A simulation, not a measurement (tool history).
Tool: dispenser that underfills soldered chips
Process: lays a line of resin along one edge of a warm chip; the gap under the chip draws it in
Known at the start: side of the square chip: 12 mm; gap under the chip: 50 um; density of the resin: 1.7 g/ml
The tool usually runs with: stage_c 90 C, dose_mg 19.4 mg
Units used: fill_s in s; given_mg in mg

| run | day | stage_c | dose_mg | fill_s | given_mg |
|---|---|---|---|---|---|
| 1 | 0 | 90 | 19.4 | 54.8 | 19.26 |
| 2 | 0.204 | 90 | 19.4 | 68.1 | 19.31 |
| 3 | 0.421 | 90 | 16.7 | 86.8 | 16.63 |
|  | 0.492 | new syringe of resin |
| 4 | 0.671 | 90 | 19 | 63 | 19.01 |
| 5 | 0.854 | 90 | 19 | 72.2 | 19.08 |
|  | 1.079 | new syringe of resin |
| 6 | 1.254 | 90 | 19 | 62.7 | 18.73 |
| 7 | 1.496 | 81 | 19.4 | 119.3 | 19.04 |
|  | 1.65 | new syringe of resin |
| 8 | 1.888 | 81 | 19.4 | 102.1 | 19.08 |

Estimate the outcome of run 9 from the log above:
| 9 | 2.175 | 87 | 19.7 | ? | ? |

fill_s: 101.6 s
given_mg: 19.38 mg
Were there no unlogged condition in the tool, this run, its random variation unchanged, would have produced fill_s 56.2 s, given_mg 19.71 mg.
